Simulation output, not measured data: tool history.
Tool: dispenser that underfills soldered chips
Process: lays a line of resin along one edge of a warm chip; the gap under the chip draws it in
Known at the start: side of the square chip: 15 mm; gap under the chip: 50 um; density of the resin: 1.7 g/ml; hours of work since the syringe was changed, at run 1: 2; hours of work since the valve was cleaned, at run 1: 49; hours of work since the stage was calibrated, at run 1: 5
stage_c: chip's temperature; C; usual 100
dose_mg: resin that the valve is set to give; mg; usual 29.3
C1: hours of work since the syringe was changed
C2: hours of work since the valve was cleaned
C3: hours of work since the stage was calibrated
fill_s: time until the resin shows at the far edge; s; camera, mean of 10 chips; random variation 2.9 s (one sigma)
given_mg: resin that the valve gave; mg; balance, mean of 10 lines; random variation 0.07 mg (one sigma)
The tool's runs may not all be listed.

{"run": 1, "day": 0.0, "stage_c": 100, "dose_mg": 29.3, "C1": 2, "C2": 49, "C3": 5, "fill_s": 327.2, "given_mg": 28.42}
{"run": 2, "day": 0.125, "stage_c": 100, "dose_mg": 29.3, "C1": 4, "C2": 51, "C3": 7, "fill_s": 395.1, "given_mg": 28.3}
{"day": 0.321, "done": "dispensing valve cleaned and set on the balance"}
{"day": 0.367, "done": "new syringe of resin"}
{"run": 3, "day": 0.396, "stage_c": 100, "dose_mg": 29.4, "C1": 0, "C2": 1, "C3": 11, "fill_s": 303.5, "given_mg": 29.38}
{"run": 4, "day": 0.621, "stage_c": 100, "dose_mg": 31.6, "C1": 4, "C2": 5, "C3": 15, "fill_s": 399.1, "given_mg": 31.44}
{"day": 0.812, "done": "new syringe of resin"}
{"run": 5, "day": 0.812, "stage_c": 100, "dose_mg": 29.3, "C1": 0, "C2": 7, "C3": 17, "fill_s": 288.1, "given_mg": 29.25}
{"run": 6, "day": 0.996, "stage_c": 100, "dose_mg": 29.3, "C1": 3, "C2": 10, "C3": 20, "fill_s": 369.8, "given_mg": 29.17}
{"run": 7, "day": 1.129, "stage_c": 100, "dose_mg": 27.1, "C1": 5, "C2": 13, "C3": 22, "fill_s": 434.7, "given_mg": 26.83}
{"day": 1.267, "done": "new syringe of resin"}
{"run": 8, "day": 1.362, "stage_c": 100, "dose_mg": 27.1, "C1": 2, "C2": 16, "C3": 26, "fill_s": 330, "given_mg": 26.82}
{"run": 9, "day": 1.558, "stage_c": 114, "dose_mg": 29.3, "C1": 5, "C2": 19, "C3": 29, "fill_s": 286.2, "given_mg": 28.95}
{"run": 10, "day": 1.671, "stage_c": 114, "dose_mg": 29.3, "C1": 6, "C2": 21, "C3": 31, "fill_s": 325.3, "given_mg": 28.82}
{"day": 1.717, "done": "new syringe of resin"}
{"run": 11, "day": 1.883, "stage_c": 114, "dose_mg": 29.3, "C1": 3, "C2": 24, "C3": 34, "fill_s": 241.3, "given_mg": 28.96}
{"run": 12, "day": 2.079, "stage_c": 100, "dose_mg": 29.4, "C1": 6, "C2": 27, "C3": 37, "fill_s": 467.8, "given_mg": 28.91}
{"day": 2.158, "done": "new syringe of resin"}
{"run": 13, "day": 2.275, "stage_c": 100, "dose_mg": 29.4, "C1": 2, "C2": 30, "C3": 40, "fill_s": 338.8, "given_mg": 28.84}
{"run": 14, "day": 2.496, "stage_c": 95, "dose_mg": 29.4, "C1": 5, "C2": 34, "C3": 44, "fill_s": 518.1, "given_mg": 28.64}
{"day": 2.592, "done": "new syringe of resin"}
{"run": 15, "day": 2.654, "stage_c": 95, "dose_mg": 29.4, "C1": 1, "C2": 36, "C3": 46, "fill_s": 365.8, "given_mg": 28.75}
{"run": 16, "day": 2.817, "stage_c": 95, "dose_mg": 29.4, "C1": 4, "C2": 39, "C3": 49, "fill_s": 454.2, "given_mg": 28.61}
{"run": 17, "day": 3.012, "stage_c": 95, "dose_mg": 29.4, "C1": 7, "C2": 42, "C3": 52, "fill_s": 568, "given_mg": 28.6}
{"day": 3.038, "done": "new syringe of resin"}
{"run": 18, "day": 3.275, "stage_c": 100, "dose_mg": 29.3, "C1": 4, "C2": 46, "C3": 56, "fill_s": 397.2, "given_mg": 28.46}
{"day": 3.471, "done": "new syringe of resin"}
{"run": 19, "day": 3.529, "stage_c": 100, "dose_mg": 29.3, "C1": 1, "C2": 50, "C3": 60, "fill_s": 312.7, "given_mg": 28.35}
{"day": 3.775, "done": "dispensing valve cleaned and set on the balance"}
{"run": 20, "day": 3.804, "stage_c": 100, "dose_mg": 29.3, "C1": 5, "C2": 1, "C3": 63, "fill_s": 421.2, "given_mg": 29.31}
{"day": 3.967, "done": "new syringe of resin"}
{"run": 21, "day": 4.004, "stage_c": 100, "dose_mg": 29.3, "C1": 1, "C2": 4, "C3": 66, "fill_s": 303.8, "given_mg": 29.37}
{"run": 22, "day": 4.25, "stage_c": 100, "dose_mg": 29.3, "C1": 5, "C2": 7, "C3": 70, "fill_s": 415.5, "given_mg": 29.18}
{"run": 23, "day": 4.358, "stage_c": 100, "dose_mg": 29.3, "C1": 6, "C2": 9, "C3": 72, "fill_s": 478.7, "given_mg": 29.19}
{"day": 4.4, "done": "new syringe of resin"}
{"run": 24, "day": 4.533, "stage_c": 107, "dose_mg": 30.1, "C1": 2, "C2": 12, "C3": 75, "fill_s": 275.2, "given_mg": 29.89}
{"run": 25, "day": 4.654, "stage_c": 111, "dose_mg": 30.6, "C1": 4, "C2": 14, "C3": 77, "fill_s": 279, "given_mg": 30.5}
{"day": 4.838, "done": "new syringe of resin"}
{"run": 26, "day": 4.846, "stage_c": 105, "dose_mg": 33.4, "C1": 0, "C2": 17, "C3": 80, "fill_s": 254.5, "given_mg": 33.08}
{"run": 27, "day": 5.071, "stage_c": 95, "dose_mg": 29.1, "C1": 4, "C2": 20, "C3": 83, "fill_s": 462.8, "given_mg": 28.74}
{"run": 28, "day": 5.233, "stage_c": 95, "dose_mg": 29.1, "C1": 6, "C2": 23, "C3": 86, "fill_s": 569.3, "given_mg": 28.57}
{"day": 5.279, "done": "new syringe of resin"}
{"run": 29, "day": 5.492, "stage_c": 105, "dose_mg": 31.6, "C1": 3, "C2": 27, "C3": 90, "fill_s": 322.6, "given_mg": 31.06}
{"run": 30, "day": 5.6, "stage_c": 115, "dose_mg": 34.8, "C1": 5, "C2": 28, "C3": 91, "fill_s": 281, "given_mg": 34.17}
{"day": 5.725, "done": "new syringe of resin"}
{"run": 31, "day": 5.846, "stage_c": 115, "dose_mg": 34.8, "C1": 2, "C2": 32, "C3": 95, "fill_s": 220.5, "given_mg": 34.06}
{"run": 32, "day": 5.971, "stage_c": 99, "dose_mg": 35.1, "C1": 4, "C2": 34, "C3": 97, "fill_s": 404.8, "given_mg": 34.17}
{"day": 6.162, "done": "new syringe of resin"}
{"run": 33, "day": 6.179, "stage_c": 99, "dose_mg": 35.1, "C1": 0, "C2": 37, "C3": 100, "fill_s": 304.3, "given_mg": 34.22}
{"run": 34, "day": 6.312, "stage_c": 111, "dose_mg": 29.3, "C1": 2, "C2": 39, "C3": 102, "fill_s": 254.4, "given_mg": 28.69}
{"run": 35, "day": 6.562, "stage_c": 111, "dose_mg": 29.3, "C1": 6, "C2": 43, "C3": 106, "fill_s": 355.5, "given_mg": 28.46}
{"day": 6.612, "done": "new syringe of resin"}
{"run": 36, "day": 6.729, "stage_c": 111, "dose_mg": 30.9, "C1": 2, "C2": 46, "C3": 109, "fill_s": 243.6, "given_mg": 29.92}
{"run": 37, "day": 6.862, "stage_c": 111, "dose_mg": 33.1, "C1": 4, "C2": 48, "C3": 111, "fill_s": 288.5, "given_mg": 32.05}

How the hidden state differs across the entries between the runs, from the last listed run before each to the first after it:
Between runs 2 and 3: dispensing valve cleaned and set on the balance (day 0.321); new syringe of resin (day 0.367)
  resin's viscosity, % of fresh resin's: 134.3 -> 103.9; dose that the valve gives, % of what is set: 96.91 -> 99.99; true chip temperature over the reading, C: 0.33 -> 0.32
  measured less the result without the state, fill_s: +99.2 -> +8.5 s; given_mg: -0.9 -> -0.01 mg
Between runs 4 and 5: new syringe of resin (day 0.812)
  resin's viscosity, % of fresh resin's: 137.9 -> 98.8; dose that the valve gives, % of what is set: 99.74 -> 99.55; true chip temperature over the reading, C: 0.3 -> 0.29
  measured less the result without the state, fill_s: +107 -> -5.8 s; given_mg: -0.08 -> -0.13 mg
Between runs 7 and 8: new syringe of resin (day 1.267)
  resin's viscosity, % of fresh resin's: 147.4 -> 112.9; dose that the valve gives, % of what is set: 99.2 -> 98.96; true chip temperature over the reading, C: 0.27 -> 0.25
  measured less the result without the state, fill_s: +137.9 -> +36 s; given_mg: -0.21 -> -0.28 mg
Between runs 10 and 11: new syringe of resin (day 1.717)
  resin's viscosity, % of fresh resin's: 166.3 -> 125.4; dose that the valve gives, % of what is set: 98.67 -> 98.47; true chip temperature over the reading, C: 0.23 -> 0.22
  measured less the result without the state, fill_s: +128.9 -> +48.1 s; given_mg: -0.39 -> -0.45 mg
Between runs 12 and 13: new syringe of resin (day 2.158)
  resin's viscosity, % of fresh resin's: 160.6 -> 115.5; dose that the valve gives, % of what is set: 98.26 -> 98.07; true chip temperature over the reading, C: 0.21 -> 0.19
  measured less the result without the state, fill_s: +175.4 -> +44.5 s; given_mg: -0.51 -> -0.57 mg
Between runs 14 and 15: new syringe of resin (day 2.592)
  resin's viscosity, % of fresh resin's: 152.5 -> 108.1; dose that the valve gives, % of what is set: 97.81 -> 97.64; true chip temperature over the reading, C: 0.18 -> 0.17
  measured less the result without the state, fill_s: +177.8 -> +26.9 s; given_mg: -0.64 -> -0.69 mg
Between runs 17 and 18: new syringe of resin (day 3.038)
  resin's viscosity, % of fresh resin's: 170.1 -> 134.8; dose that the valve gives, % of what is set: 97.25 -> 97.01; true chip temperature over the reading, C: 0.14 -> 0.12
  measured less the result without the state, fill_s: +234.1 -> +102.9 s; given_mg: -0.81 -> -0.88 mg
Between runs 18 and 19: new syringe of resin (day 3.471)
  resin's viscosity, % of fresh resin's: 134.8 -> 105.7; dose that the valve gives, % of what is set: 97.01 -> 96.77; true chip temperature over the reading, C: 0.12 -> 0.11
  measured less the result without the state, fill_s: +102.9 -> +17.5 s; given_mg: -0.88 -> -0.95 mg
Between runs 19 and 20: dispensing valve cleaned and set on the balance (day 3.775)
  resin's viscosity, % of fresh resin's: 105.7 -> 142.2; dose that the valve gives, % of what is set: 96.77 -> 100; true chip temperature over the reading, C: 0.11 -> 0.09
  measured less the result without the state, fill_s: +17.5 -> +124.2 s; given_mg: -0.95 -> +0 mg
Between runs 20 and 21: new syringe of resin (day 3.967)
  resin's viscosity, % of fresh resin's: 142.2 -> 104.2; dose that the valve gives, % of what is set: 100 -> 99.81; true chip temperature over the reading, C: 0.09 -> 0.08
  measured less the result without the state, fill_s: +124.2 -> +11.8 s; given_mg: +0 -> -0.05 mg
Between runs 23 and 24: new syringe of resin (day 4.4)
  resin's viscosity, % of fresh resin's: 163.1 -> 116.7; dose that the valve gives, % of what is set: 99.42 -> 99.23; true chip temperature over the reading, C: 0.05 -> 0.04
  measured less the result without the state, fill_s: +185.2 -> +39.3 s; given_mg: -0.17 -> -0.23 mg
Between runs 25 and 26: new syringe of resin (day 4.838)
  resin's viscosity, % of fresh resin's: 135.8 -> 101.4; dose that the valve gives, % of what is set: 99.1 -> 98.9; true chip temperature over the reading, C: 0.03 -> 0.02
  measured less the result without the state, fill_s: +73.6 -> +3.5 s; given_mg: -0.27 -> -0.36 mg
Between runs 28 and 29: new syringe of resin (day 5.279)
  resin's viscosity, % of fresh resin's: 165.6 -> 130.1; dose that the valve gives, % of what is set: 98.47 -> 98.19; true chip temperature over the reading, C: -0.01 -> -0.02
  measured less the result without the state, fill_s: +226.3 -> +75.4 s; given_mg: -0.45 -> -0.58 mg
Between runs 30 and 31: new syringe of resin (day 5.725)
  resin's viscosity, % of fresh resin's: 148.8 -> 116; dose that the valve gives, % of what is set: 98.08 -> 97.82; true chip temperature over the reading, C: -0.03 -> -0.05
  measured less the result without the state, fill_s: +92.5 -> +31 s; given_mg: -0.66 -> -0.75 mg
Between runs 32 and 33: new syringe of resin (day 6.162)
  resin's viscosity, % of fresh resin's: 135.5 -> 102.5; dose that the valve gives, % of what is set: 97.69 -> 97.48; true chip temperature over the reading, C: -0.05 -> -0.07
  measured less the result without the state, fill_s: +106.9 -> +8.5 s; given_mg: -0.81 -> -0.89 mg
Between runs 35 and 36: new syringe of resin (day 6.612)
  resin's viscosity, % of fresh resin's: 166.6 -> 116.3; dose that the valve gives, % of what is set: 97.07 -> 96.91; true chip temperature over the reading, C: -0.09 -> -0.1
  measured less the result without the state, fill_s: +143.7 -> +35.6 s; given_mg: -0.85 -> -0.96 mg
